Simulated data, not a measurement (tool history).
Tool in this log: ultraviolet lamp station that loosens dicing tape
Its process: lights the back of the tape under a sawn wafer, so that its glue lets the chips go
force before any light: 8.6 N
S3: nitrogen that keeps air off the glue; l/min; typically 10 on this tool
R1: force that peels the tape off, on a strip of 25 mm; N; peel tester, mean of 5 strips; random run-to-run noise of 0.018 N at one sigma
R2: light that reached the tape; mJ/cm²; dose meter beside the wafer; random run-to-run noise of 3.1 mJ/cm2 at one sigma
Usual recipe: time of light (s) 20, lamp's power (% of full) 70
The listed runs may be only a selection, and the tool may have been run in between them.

Run 1, hour 0.0: usual settings. Result: R1 0.900 N, R2 479 mJ/cm².
Run 2, hour 10.1: usual settings but time of light (s) 18. Result: R1 1.119 N, R2 422 mJ/cm².
Run 3, hour 19.5: usual settings. Result: R1 0.940 N, R2 479 mJ/cm².
Run 4, hour 25.7: usual settings. Result: R1 0.880 N, R2 482 mJ/cm².
Run 5, hour 36.1: usual settings. Result: R1 0.894 N, R2 472 mJ/cm².
Run 6, hour 45.1: usual settings. Result: R1 0.877 N, R2 474 mJ/cm².
Run 7, hour 53.9: usual settings. Result: R1 0.925 N, R2 474 mJ/cm².
Run 8, hour 65.3: usual settings but S3 9 l/min. Result: R1 0.964 N, R2 468 mJ/cm².
Run 9, hour 73.2: usual settings but S3 9 l/min. Result: R1 1.005 N, R2 476 mJ/cm².
Run 10, hour 78.3: usual settings but S3 9 l/min. Result: R1 0.983 N, R2 472 mJ/cm².
Run 11, hour 83.4: usual settings but S3 9 l/min. Result: R1 0.970 N, R2 475 mJ/cm².
Run 12, hour 92.9: usual settings but S3 9 l/min. Result: R1 0.994 N, R2 469 mJ/cm².
Run 13, hour 99.3: usual settings but S3 9 l/min. Result: R1 0.961 N, R2 470 mJ/cm².
Run 14, hour 104.7: usual settings. Result: R1 0.921 N, R2 469 mJ/cm².
Run 15, hour 114.0: usual settings. Result: R1 0.926 N, R2 472 mJ/cm².
Run 16, hour 122.6: usual settings. Result: R1 0.919 N, R2 478 mJ/cm².
Run 17, hour 131.8: usual settings but time of light (s) 34. Result: R1 0.356 N, R2 796 mJ/cm².
Run 18, hour 138.7: usual settings but time of light (s) 18, lamp's power (% of full) 67, S3 5 l/min. Result: R1 1.829 N, R2 401 mJ/cm².
Run 19, hour 146.0: usual settings but time of light (s) 17, lamp's power (% of full) 60, S3 5 l/min. Result: R1 2.266 N, R2 341 mJ/cm².
Run 20, hour 155.8: usual settings but time of light (s) 14, lamp's power (% of full) 88, S3 5 l/min. Result: R1 1.692 N, R2 407 mJ/cm².
Run 21, hour 162.3: usual settings but time of light (s) 30, lamp's power (% of full) 67. Result: R1 0.479 N, R2 669 mJ/cm².
Run 22, hour 169.2: usual settings but time of light (s) 11, lamp's power (% of full) 80, S3 11 l/min. Result: R1 1.903 N, R2 294 mJ/cm².
Run 23, hour 175.5: usual settings but time of light (s) 28, lamp's power (% of full) 69, S3 11 l/min. Result: R1 0.479 N, R2 645 mJ/cm².
Run 24, hour 183.1: usual settings but time of light (s) 28, lamp's power (% of full) 69, S3 11 l/min. Result: R1 0.477 N, R2 639 mJ/cm².
Run 25, hour 191.1: usual settings but time of light (s) 28, lamp's power (% of full) 69, S3 11 l/min. Result: R1 0.488 N, R2 637 mJ/cm².
Run 26, hour 199.5: usual settings but time of light (s) 23, lamp's power (% of full) 99, S3 5 l/min. Result: R1 0.558 N, R2 756 mJ/cm².
Run 27, hour 208.9: usual settings but time of light (s) 23, lamp's power (% of full) 99, S3 5 l/min. Result: R1 0.627 N, R2 754 mJ/cm².
Run 28, hour 219.8: usual settings but time of light (s) 23, lamp's power (% of full) 99, S3 5 l/min. Result: R1 0.579 N, R2 756 mJ/cm².
Run 29, hour 231.6: usual settings but time of light (s) 17, lamp's power (% of full) 81. Result: R1 0.954 N, R2 459 mJ/cm².
Run 30, hour 239.1: usual settings but time of light (s) 21, lamp's power (% of full) 93, S3 19 l/min. Result: R1 0.391 N, R2 646 mJ/cm².
Run 31, hour 248.1: usual settings but time of light (s) 21, lamp's power (% of full) 97, S3 13 l/min. Result: R1 0.404 N, R2 673 mJ/cm².
Run 32, hour 256.5: usual settings but S3 16 l/min. Result: R1 0.687 N, R2 463 mJ/cm².

Run by run, hidden condition taken away, random variation retained:
What the log doesn't record here: lamp's light, % of a new lamp's; light that the window lets through, % of a clean one's; drift of the gauge itself on peel_n, %; drift of the gauge itself on dose_mj_cm2, %.
run     R1   R2
  1  0.864  489
  2  1.075  431
  3  0.901  490
  4  0.841  494
  5  0.853  484
  6  0.836  486
  7  0.880  486
  8  0.916  481
  9  0.953  490
 10  0.931  486
 11  0.918  490
 12  0.939  484
 13  0.907  485
 14  0.868  485
 15  0.871  488
 16  0.863  494
 17  0.340  824
 18  1.735  416
 19  2.161  354
 20  1.600  423
 21  0.449  695
 22  1.801  305
 23  0.447  671
 24  0.445  665
 25  0.454  664
 26  0.516  787
 27  0.580  787
 28  0.534  790
 29  0.878  480
 30  0.367  676
 31  0.375  705
 32  0.627  485
